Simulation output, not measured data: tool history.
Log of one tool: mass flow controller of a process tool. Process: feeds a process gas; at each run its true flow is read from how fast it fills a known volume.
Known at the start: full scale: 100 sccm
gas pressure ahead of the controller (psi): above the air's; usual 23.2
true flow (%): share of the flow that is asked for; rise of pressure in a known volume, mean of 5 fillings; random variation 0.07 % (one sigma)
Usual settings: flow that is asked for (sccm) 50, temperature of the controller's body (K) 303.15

run,hour,flow that is asked for (sccm),gas pressure ahead of the controller (psi),temperature of the controller's body (K),true flow (%)
1,0,50,23.2,303.15,98.73
2,363.7,50,23.2,303.15,98.6
3,547.5,50,23.2,303.15,98.58
4,808.8,50,23.2,303.15,98.33
5,1100.7,50,23.2,303.15,98.05
# hour 1356.7: controller's zero set anew
6,1431.1,50,23.2,303.15,97.93
7,1727.4,50,23.2,303.15,97.79
8,2043.4,50,23.2,303.15,97.57
9,2257.1,50,23.2,303.15,97.56
10,2530.6,23,23.2,303.15,97.26
11,2825.6,14,23.2,303.15,96.92
# hour 2929.9: controller exchanged for a calibrated one
12,3143.5,14,23.2,297.15,97.21
# hour 3396.8: gauge calibrated
13,3429,14,23.2,297.15,99.21
14,3730.2,12,22,299.15,98.72
15,4099.1,23,39.7,312.15,98.28
16,4438.6,23,39.7,312.15,98.18
17,4615.3,15,38,298.15,99.29
18,4864.8,15,22,308.15,97.08
19,5129.3,15,22,308.15,97.23
20,5498.4,13,27.3,294.15,98.45
21,5768.8,50,37.7,306.15,97.85
22,5965.4,50,37.7,306.15,97.67
23,6179,50,37.7,306.15,97.59
24,6549.1,49,37.7,306.15,97.43
25,6781.3,34,23.2,295.15,97.48

The same runs without the tool's hidden state, with the same run-to-run variation:
The hidden state here: flow at rest that the sensor doesn't see, % of full scale; true flow over the shown one, %; drift of the gauge itself on true_pct, %.
run,true flow (%)
1,98.73
2,98.82
3,98.92
4,98.83
5,98.73
6,98.8
7,98.84
8,98.82
9,98.94
10,98.82
11,98.65
12,99.15
13,99.23
14,98.93
15,98.72
16,98.83
17,100.05
18,97.99
19,98.29
20,99.76
21,99.32
22,99.27
23,99.32
24,99.38
25,99.58
